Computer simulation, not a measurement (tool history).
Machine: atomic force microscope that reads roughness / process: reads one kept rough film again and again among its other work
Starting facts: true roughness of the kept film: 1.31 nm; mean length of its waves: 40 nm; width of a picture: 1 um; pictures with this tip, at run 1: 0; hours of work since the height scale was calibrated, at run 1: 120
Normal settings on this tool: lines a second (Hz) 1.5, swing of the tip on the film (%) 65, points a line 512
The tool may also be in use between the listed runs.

run	day	lines a second (Hz)	swing of the tip on the film (%)	points a line	pictures with this tip	hours of work since the height scale was calibrated	roughness of the kept film (nm (root mean square))
1	0	1.5	65	512	0	120	1.244
2	0.367	1.5	65	512	13	127	1.254
3	0.758	1.5	65	512	27	134	1.231
4	1.467	1.5	65	512	52	148	1.25
5	2.192	1.5	65	842	78	162	1.236
6	2.988	1.5	65	399	106	177	1.236
7	3.733	1.5	76	512	133	191	1.213
8	4.117	1.5	62	512	146	198	1.259
9	4.8	1.5	62	512	171	211	1.249
10	5.346	1.5	62	512	190	222	1.249
11	6.033	1.5	65	512	215	235	1.243
12	6.454	1.5	67	512	230	243	1.248
# day 7.167: new tip fitted
13	7.167	1.5	67	512	0	256	1.251
14	7.738	1.5	70	512	21	267	1.24
15	8.533	1.5	70	512	49	282	1.233
16	9.329	1.5	70	512	77	297	1.237
17	9.929	0.84	65	512	99	309	1.254
18	10.317	0.84	65	512	112	316	1.264
19	11.05	0.84	60	501	139	330	1.271
20	11.838	0.67	57	512	167	345	1.27
21	12.338	1.5	65	664	184	355	1.244
22	13.142	1.38	67	490	213	370	1.254
23	13.792	1.38	67	490	236	382	1.237

Predict the results of run 24:
# day 14.283: new tip fitted
24	14.283	1.38	67	490	0	391	?

For run 24 the tool returned roughness of the kept film (nm (root mean square)) 1.241.
The same run, on a tool lacking any hidden state, would have yielded roughness of the kept film (nm (root mean square)) 1.241.

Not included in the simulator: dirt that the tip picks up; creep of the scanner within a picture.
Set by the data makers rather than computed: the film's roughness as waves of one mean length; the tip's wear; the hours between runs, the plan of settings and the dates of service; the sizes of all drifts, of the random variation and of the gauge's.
